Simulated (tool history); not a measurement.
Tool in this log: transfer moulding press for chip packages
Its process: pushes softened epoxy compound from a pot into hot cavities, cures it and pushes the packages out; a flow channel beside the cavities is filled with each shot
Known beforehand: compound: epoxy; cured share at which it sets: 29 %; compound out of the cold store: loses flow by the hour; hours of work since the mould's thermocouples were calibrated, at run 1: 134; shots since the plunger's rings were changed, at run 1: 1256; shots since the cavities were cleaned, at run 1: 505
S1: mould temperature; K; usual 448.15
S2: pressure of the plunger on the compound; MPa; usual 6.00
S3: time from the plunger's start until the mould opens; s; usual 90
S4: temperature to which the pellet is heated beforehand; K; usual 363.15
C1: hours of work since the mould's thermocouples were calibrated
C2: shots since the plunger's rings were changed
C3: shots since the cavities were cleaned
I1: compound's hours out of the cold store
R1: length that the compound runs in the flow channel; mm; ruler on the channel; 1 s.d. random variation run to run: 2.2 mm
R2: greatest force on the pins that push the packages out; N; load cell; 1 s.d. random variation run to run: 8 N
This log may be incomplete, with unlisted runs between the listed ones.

run 1 hour=0.0 | S1=448.15 S2=6.00 S3=90 S4=363.15 | C1=134 C2=1256 C3=505 | I1=33.1 | R1=585 R2=563
run 2 hour=4.8 | S1=448.15 S2=4.77 S3=90 S4=363.15 | C1=138 C2=1326 C3=575 | I1=31.6 | R1=524 R2=558
run 3 hour=9.3 | S1=454.15 S2=4.77 S3=90 S4=363.15 | C1=141 C2=1393 C3=642 | I1=28.4 | R1=522 R2=500
-- hour=19.8 cavities cleaned with cleaning compound and waxed
run 4 hour=20.8 | S1=448.15 S2=6.00 S3=74 S4=363.15 | C1=149 C2=1540 C3=15 | I1=40.8 | R1=566 R2=517
run 5 hour=29.5 | S1=448.15 S2=6.00 S3=74 S4=363.15 | C1=155 C2=1668 C3=143 | I1=20.7 | R1=606 R2=603
run 6 hour=37.5 | S1=448.15 S2=6.00 S3=74 S4=363.15 | C1=161 C2=1786 C3=261 | I1=11.2 | R1=622 R2=698
run 7 hour=43.4 | S1=448.15 S2=6.00 S3=74 S4=363.15 | C1=166 C2=1873 C3=348 | I1=29.1 | R1=585 R2=745
run 8 hour=51.1 | S1=448.15 S2=6.00 S3=77 S4=363.15 | C1=171 C2=1987 C3=462 | I1=46.8 | R1=555 R2=701
run 9 hour=58.5 | S1=448.15 S2=6.00 S3=77 S4=363.15 | C1=177 C2=2096 C3=571 | I1=38.8 | R1=565 R2=750
run 10 hour=67.4 | S1=448.15 S2=6.00 S3=77 S4=368.15 | C1=183 C2=2226 C3=701 | I1=44.3 | R1=554 R2=735
-- hour=73.9 cavities cleaned with cleaning compound and waxed
run 11 hour=76.1 | S1=448.15 S2=6.00 S3=126 S4=363.15 | C1=189 C2=2332 C3=31 | I1=11.7 | R1=610 R2=311
run 12 hour=80.6 | S1=448.15 S2=6.00 S3=90 S4=363.15 | C1=192 C2=2399 C3=98 | I1=22.7 | R1=588 R2=397
run 13 hour=89.3 | S1=453.15 S2=6.00 S3=90 S4=363.15 | C1=199 C2=2527 C3=226 | I1=36.0 | R1=557 R2=410
run 14 hour=96.2 | S1=453.15 S2=6.00 S3=90 S4=354.15 | C1=204 C2=2628 C3=327 | I1=20.9 | R1=581 R2=427
run 15 hour=103.0 | S1=443.15 S2=5.31 S3=71 S4=369.15 | C1=209 C2=2730 C3=429 | I1=18.0 | R1=571 R2=1201
run 16 hour=114.0 | S1=443.15 S2=5.31 S3=71 S4=369.15 | C1=217 C2=2892 C3=591 | I1=37.6 | R1=536 R2=1318
run 17 hour=124.6 | S1=448.15 S2=5.15 S3=90 S4=366.15 | C1=225 C2=3048 C3=747 | I1=16.0 | R1=546 R2=626
-- hour=128.6 plunger's sealing rings changed
-- hour=130.6 cavities cleaned with cleaning compound and waxed
run 18 hour=133.9 | S1=450.15 S2=5.29 S3=95 S4=372.15 | C1=229 C2=57 C3=49 | I1=24.8 | R1=572 R2=341
run 19 hour=143.5 | S1=452.15 S2=5.55 S3=99 S4=359.15 | C1=236 C2=198 C3=190 | I1=17.2 | R1=594 R2=375
run 20 hour=148.5 | S1=452.15 S2=5.55 S3=99 S4=359.15 | C1=239 C2=271 C3=263 | I1=23.4 | R1=581 R2=388
-- hour=151.0 mould's thermocouples calibrated
run 21 hour=161.4 | S1=449.15 S2=5.32 S3=103 S4=364.15 | C1=8 C2=433 C3=425 | I1=21.9 | R1=579 R2=471
run 22 hour=171.1 | S1=449.15 S2=5.32 S3=90 S4=364.15 | C1=15 C2=575 C3=567 | I1=18.4 | R1=582 R2=543
run 23 hour=177.2 | S1=450.15 S2=6.00 S3=90 S4=361.15 | C1=19 C2=665 C3=657 | I1=14.3 | R1=625 R2=571
run 24 hour=184.0 | S1=450.15 S2=6.91 S3=111 S4=367.15 | C1=24 C2=765 C3=757 | I1=26.4 | R1=642 R2=518
-- hour=186.5 cavities cleaned with cleaning compound and waxed
run 25 hour=190.5 | S1=450.15 S2=6.91 S3=111 S4=367.15 | C1=28 C2=838 C3=58 | I1=24.8 | R1=643 R2=324
run 26 hour=200.3 | S1=450.15 S2=6.91 S3=111 S4=367.15 | C1=35 C2=983 C3=203 | I1=27.3 | R1=638 R2=378
run 27 hour=207.1 | S1=446.15 S2=6.00 S3=89 S4=363.15 | C1=41 C2=1084 C3=304 | I1=14.7 | R1=625 R2=568
-- hour=218.6 mould's thermocouples calibrated, once more
run 28 hour=218.6 | S1=447.15 S2=6.00 S3=89 S4=369.15 | C1=0 C2=1223 C3=443 | I1=11.8 | R1=626 R2=576

3 options for the next run, each taken on its own from the tool as it stands now. Forecast them:
run A hour=227.1 | S1=441.15 S2=6.00 S3=89 S4=370.15 | C1=6 C2=1349 C3=569 | I1=40.0 | R1=? R2=?
run B hour=227.1 | S1=448.15 S2=4.98 S3=90 S4=363.15 | C1=6 C2=1349 C3=569 | I1=13.0 | R1=? R2=?
run C hour=227.1 | S1=448.15 S2=5.89 S3=112 S4=363.15 | C1=6 C2=1349 C3=569 | I1=40.5 | R1=? R2=?

run=A R1=581 R2=851
run=B R1=567 R2=591
run=C R1=566 R2=470
What these runs would have given with no unlogged condition in the tool:
run=A R1=596 R2=525
run=B R1=581 R2=364
run=C R1=580 R2=289
